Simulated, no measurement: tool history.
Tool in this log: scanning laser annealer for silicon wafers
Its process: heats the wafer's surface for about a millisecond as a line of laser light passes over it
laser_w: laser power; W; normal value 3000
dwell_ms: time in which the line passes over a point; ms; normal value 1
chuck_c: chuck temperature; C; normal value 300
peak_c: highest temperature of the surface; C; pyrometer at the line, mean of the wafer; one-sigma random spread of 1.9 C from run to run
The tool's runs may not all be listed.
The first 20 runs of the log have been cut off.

{"run": 21, "hour": 831.2, "laser_w": 2982, "dwell_ms": 1.02, "chuck_c": 300, "peak_c": 1016}
{"run": 22, "hour": 873.6, "laser_w": 2982, "dwell_ms": 1.02, "chuck_c": 300, "peak_c": 1015}
{"run": 23, "hour": 920.5, "laser_w": 2982, "dwell_ms": 1.02, "chuck_c": 300, "peak_c": 1011}
{"run": 24, "hour": 959.4, "laser_w": 3188, "dwell_ms": 1.07, "chuck_c": 278, "peak_c": 1069}
{"run": 25, "hour": 994.1, "laser_w": 3188, "dwell_ms": 1.07, "chuck_c": 278, "peak_c": 1062}
{"run": 26, "hour": 1032.1, "laser_w": 2950, "dwell_ms": 0.84, "chuck_c": 293, "peak_c": 927}
{"hour": 1046.1, "done": "window over the wafer cleaned, once more"}
{"run": 27, "hour": 1080.3, "laser_w": 3160, "dwell_ms": 1, "chuck_c": 300, "peak_c": 1131}
{"run": 28, "hour": 1110.4, "laser_w": 3026, "dwell_ms": 0.85, "chuck_c": 300, "peak_c": 1027}
{"run": 29, "hour": 1136.2, "laser_w": 3026, "dwell_ms": 0.85, "chuck_c": 300, "peak_c": 1026}
{"run": 30, "hour": 1162.9, "laser_w": 2561, "dwell_ms": 0.72, "chuck_c": 300, "peak_c": 845}
{"run": 31, "hour": 1211.0, "laser_w": 2561, "dwell_ms": 0.72, "chuck_c": 300, "peak_c": 843}
{"run": 32, "hour": 1259.4, "laser_w": 2561, "dwell_ms": 0.72, "chuck_c": 300, "peak_c": 842}
{"run": 33, "hour": 1295.5, "laser_w": 3000, "dwell_ms": 1, "chuck_c": 274, "peak_c": 1039}
{"run": 34, "hour": 1353.0, "laser_w": 3000, "dwell_ms": 1, "chuck_c": 274, "peak_c": 1040}
{"run": 35, "hour": 1379.0, "laser_w": 2757, "dwell_ms": 1, "chuck_c": 277, "peak_c": 961}
{"run": 36, "hour": 1417.3, "laser_w": 3259, "dwell_ms": 0.89, "chuck_c": 312, "peak_c": 1107}
{"run": 37, "hour": 1464.5, "laser_w": 3000, "dwell_ms": 0.8, "chuck_c": 263, "peak_c": 944}
{"run": 38, "hour": 1493.2, "laser_w": 2952, "dwell_ms": 0.9, "chuck_c": 338, "peak_c": 1042}
{"run": 39, "hour": 1534.2, "laser_w": 2952, "dwell_ms": 0.9, "chuck_c": 338, "peak_c": 1041}
{"run": 40, "hour": 1581.9, "laser_w": 2952, "dwell_ms": 1.1, "chuck_c": 292, "peak_c": 1061}

Alternative continuations, all from the tool just after run 40; predict every row:
{"hour": 1617.5, "done": "optics aligned, line set to its width"}
{"run": "A", "hour": 1632.3, "laser_w": 3075, "dwell_ms": 0.72, "chuck_c": 323, "peak_c": "?"}
{"hour": 1617.5, "done": "optics aligned, line set to its width"}
{"run": "B", "hour": 1632.3, "laser_w": 3095, "dwell_ms": 0.71, "chuck_c": 300, "peak_c": "?"}
{"hour": 1617.5, "done": "optics aligned, line set to its width"}
{"run": "C", "hour": 1632.3, "laser_w": 2993, "dwell_ms": 1.1, "chuck_c": 292, "peak_c": "?"}

run=A peak_c=993
run=B peak_c=970
run=C peak_c=1078
The same runs, with their run-to-run variation unchanged, on a tool lacking any hidden condition would have given:
run=A peak_c=1026
run=B peak_c=1003
run=C peak_c=1117
